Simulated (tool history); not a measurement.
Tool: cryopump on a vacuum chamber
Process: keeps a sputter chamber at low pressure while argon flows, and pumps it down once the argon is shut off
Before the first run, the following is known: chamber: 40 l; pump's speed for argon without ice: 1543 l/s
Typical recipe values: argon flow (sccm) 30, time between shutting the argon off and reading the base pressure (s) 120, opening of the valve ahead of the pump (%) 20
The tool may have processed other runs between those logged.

run   hour  argon flow (sccm)  time between shutting the argon off and reading the base pressure (s)  opening of the valve ahead of the pump (%)  pressure while argon flows (Pa)  pressure after the wait (uPa)
  1    0.0                 30                                                                    120                                          20                           0.1705                           1.38
  2   18.1                 30                                                                    120                                          56                           0.0640                           1.39
  3   26.0                 30                                                                     64                                          20                           0.1705                           2.01
  4   41.0                 30                                                                     64                                          20                           0.1719                           2.06
  5   52.1                 30                                                                     64                                          20                           0.1722                           2.04
  6   70.3                 30                                                                     64                                          20                           0.1721                           1.96
  7   80.8                 30                                                                     64                                          20                           0.1728                           2.01
  8   92.0                 30                                                                     64                                          20                           0.1725                           2.01
  9  103.2                 30                                                                     64                                          20                           0.1720                           2.03
 10  121.5                 30                                                                     64                                          20                           0.1727                           2.07
 11  133.0                 30                                                                     64                                          20                           0.1737                           2.01
 12  147.8                 29                                                                    120                                          20                           0.1670                           1.46
 13  167.2                 30                                                                    120                                          20                           0.1756                           1.47
 14  176.6                 21                                                                    120                                          20                           0.1226                           1.50
 15  186.5                 21                                                                    120                                          31                           0.0824                           1.49
 16  199.2                 21                                                                    120                                          31                           0.0819                           1.48
 17  214.5                 21                                                                    120                                          31                           0.0824                           1.53
 18  229.2                 21                                                                    120                                          31                           0.0822                           1.56
     237.0  -- pump warmed up, emptied and cooled again
 19  253.7                 30                                                                     95                                          20                           0.1645                           1.52
 20  266.4                 17                                                                    129                                          25                           0.0746                           1.29
 21  283.0                 58                                                                    120                                          49                           0.1319                           1.32
 22  297.3                 57                                                                    240                                          19                           0.3304                           1.03
 23  313.0                 30                                                                     56                                          22                           0.1501                           2.18
 24  323.6                 30                                                                    153                                          22                           0.1520                           1.30
 25  334.0                 24                                                                     33                                          20                           0.1325                           3.16
 26  352.6                 24                                                                     33                                          20                           0.1338                           3.13
 27  366.1                 29                                                                     60                                          26                           0.1254                           2.05
 28  374.5                 30                                                                    193                                          51                           0.0663                           1.13
 29  388.9                 16                                                                     22                                          34                           0.0528                           4.42
 30  408.6                 32                                                                     68                                          36                           0.1017                           1.98
 31  419.4                 32                                                                     68                                          36                           0.1018                           1.93

For run 32, what comes out?
 32  429.3                 32                                                                     68                                          36                                ?                              ?

{"run 32": {"pressure while argon flows (Pa)": 0.1005, "pressure after the wait (uPa)": 1.96}}
The same run, on a tool lacking any hidden state, would have yielded pressure while argon flows (Pa) 0.0967, pressure after the wait (uPa) 1.40.

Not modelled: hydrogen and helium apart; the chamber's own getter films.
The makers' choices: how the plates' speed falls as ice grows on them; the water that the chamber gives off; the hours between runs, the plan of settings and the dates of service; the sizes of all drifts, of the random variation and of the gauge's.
